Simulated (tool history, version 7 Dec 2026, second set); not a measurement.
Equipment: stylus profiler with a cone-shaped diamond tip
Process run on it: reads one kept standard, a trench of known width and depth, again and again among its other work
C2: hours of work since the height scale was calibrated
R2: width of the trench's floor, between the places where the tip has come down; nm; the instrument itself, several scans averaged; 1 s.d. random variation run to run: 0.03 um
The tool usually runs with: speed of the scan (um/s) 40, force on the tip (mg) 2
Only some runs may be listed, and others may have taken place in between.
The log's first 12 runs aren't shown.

run 13 hour=837.7 | speed_of_the_scan_(um/s)=40 force_on_the_tip_(mg)=4.91 | scans_with_this_tip=9939 C2=1532 | depth_of_the_trench_(nm)=202.79 R2=26460
run 14 hour=900.8 | speed_of_the_scan_(um/s)=40 force_on_the_tip_(mg)=3.13 | scans_with_this_tip=10117 C2=1560 | depth_of_the_trench_(nm)=201.92 R2=26380
run 15 hour=958.7 | speed_of_the_scan_(um/s)=40 force_on_the_tip_(mg)=3.13 | scans_with_this_tip=10281 C2=1585 | depth_of_the_trench_(nm)=201.78 R2=26400
run 16 hour=1051.2 | speed_of_the_scan_(um/s)=24 force_on_the_tip_(mg)=2 | scans_with_this_tip=10543 C2=1626 | depth_of_the_trench_(nm)=201.13 R2=26370
run 17 hour=1101.3 | speed_of_the_scan_(um/s)=24 force_on_the_tip_(mg)=2 | scans_with_this_tip=10685 C2=1648 | depth_of_the_trench_(nm)=201.11 R2=26370
run 18 hour=1192.2 | speed_of_the_scan_(um/s)=26 force_on_the_tip_(mg)=1.51 | scans_with_this_tip=10943 C2=1687 | depth_of_the_trench_(nm)=200.82 R2=26360
run 19 hour=1279.2 | speed_of_the_scan_(um/s)=144 force_on_the_tip_(mg)=0.82 | scans_with_this_tip=11189 C2=1725 | depth_of_the_trench_(nm)=200.27 R2=25850
run 20 hour=1351.2 | speed_of_the_scan_(um/s)=40 force_on_the_tip_(mg)=1.81 | scans_with_this_tip=11393 C2=1757 | depth_of_the_trench_(nm)=200.95 R2=26300
run 21 hour=1405.2 | speed_of_the_scan_(um/s)=115 force_on_the_tip_(mg)=0.77 | scans_with_this_tip=11546 C2=1780 | depth_of_the_trench_(nm)=200.07 R2=25940
run 22 hour=1469.4 | speed_of_the_scan_(um/s)=21 force_on_the_tip_(mg)=1.02 | scans_with_this_tip=11728 C2=1808 | depth_of_the_trench_(nm)=200.29 R2=26360
run 23 hour=1517.5 | speed_of_the_scan_(um/s)=30 force_on_the_tip_(mg)=4.61 | scans_with_this_tip=11864 C2=1829 | depth_of_the_trench_(nm)=202.39 R2=26300
run 24 hour=1614 | speed_of_the_scan_(um/s)=40 force_on_the_tip_(mg)=0.83 | scans_with_this_tip=12137 C2=1871 | depth_of_the_trench_(nm)=200.08 R2=26180
run 25 hour=1694.6 | speed_of_the_scan_(um/s)=40 force_on_the_tip_(mg)=2.78 | scans_with_this_tip=12365 C2=1907 | depth_of_the_trench_(nm)=201.41 R2=26260
run 26 hour=1763.1 | speed_of_the_scan_(um/s)=90 force_on_the_tip_(mg)=1.7 | scans_with_this_tip=12559 C2=1937 | depth_of_the_trench_(nm)=200.77 R2=26060
run 27 hour=1846.6 | speed_of_the_scan_(um/s)=22 force_on_the_tip_(mg)=4.95 | scans_with_this_tip=12796 C2=1973 | depth_of_the_trench_(nm)=202.45 R2=26320
run 28 hour=1887 | speed_of_the_scan_(um/s)=22 force_on_the_tip_(mg)=4.95 | scans_with_this_tip=12910 C2=1991 | depth_of_the_trench_(nm)=202.58 R2=26340
run 29 hour=1945.6 | speed_of_the_scan_(um/s)=22 force_on_the_tip_(mg)=4.95 | scans_with_this_tip=13076 C2=2016 | depth_of_the_trench_(nm)=202.61 R2=26360
run 30 hour=2032.4 | speed_of_the_scan_(um/s)=22 force_on_the_tip_(mg)=1.28 | scans_with_this_tip=13322 C2=2054 | depth_of_the_trench_(nm)=200.6 R2=26220
run 31 hour=2085.6 | speed_of_the_scan_(um/s)=22 force_on_the_tip_(mg)=1.28 | scans_with_this_tip=13473 C2=2077 | depth_of_the_trench_(nm)=200.39 R2=26260
run 32 hour=2165 | speed_of_the_scan_(um/s)=18 force_on_the_tip_(mg)=1.72 | scans_with_this_tip=13698 C2=2112 | depth_of_the_trench_(nm)=200.68 R2=26260
run 33 hour=2222.7 | speed_of_the_scan_(um/s)=18 force_on_the_tip_(mg)=1.72 | scans_with_this_tip=13861 C2=2137 | depth_of_the_trench_(nm)=200.91 R2=26220
run 34 hour=2271.3 | speed_of_the_scan_(um/s)=71 force_on_the_tip_(mg)=2 | scans_with_this_tip=13999 C2=2158 | depth_of_the_trench_(nm)=200.76 R2=26150

Alternative continuations, all from the tool just after run 34; predict every row:
run A hour=2334.3 | speed_of_the_scan_(um/s)=29 force_on_the_tip_(mg)=0.93 | scans_with_this_tip=14177 C2=2186 | depth_of_the_trench_(nm)=? R2=?
run B hour=2334.3 | speed_of_the_scan_(um/s)=29 force_on_the_tip_(mg)=3.7 | scans_with_this_tip=14177 C2=2186 | depth_of_the_trench_(nm)=? R2=?
run C hour=2334.3 | speed_of_the_scan_(um/s)=35 force_on_the_tip_(mg)=2.36 | scans_with_this_tip=14177 C2=2186 | depth_of_the_trench_(nm)=? R2=?
run D hour=2334.3 | speed_of_the_scan_(um/s)=42 force_on_the_tip_(mg)=1.44 | scans_with_this_tip=14177 C2=2186 | depth_of_the_trench_(nm)=? R2=?

run=A depth_of_the_trench_(nm)=200.04 R2=26130
run=B depth_of_the_trench_(nm)=201.78 R2=26210
run=C depth_of_the_trench_(nm)=201.21 R2=26170
run=D depth_of_the_trench_(nm)=200.47 R2=26160
Take away the tool's hidden state, keep each run's random variation, and the runs would have read:
run=A depth_of_the_trench_(nm)=201.15 R2=27080
run=B depth_of_the_trench_(nm)=202.9 R2=27160
run=C depth_of_the_trench_(nm)=202.32 R2=27120
run=D depth_of_the_trench_(nm)=201.58 R2=27110

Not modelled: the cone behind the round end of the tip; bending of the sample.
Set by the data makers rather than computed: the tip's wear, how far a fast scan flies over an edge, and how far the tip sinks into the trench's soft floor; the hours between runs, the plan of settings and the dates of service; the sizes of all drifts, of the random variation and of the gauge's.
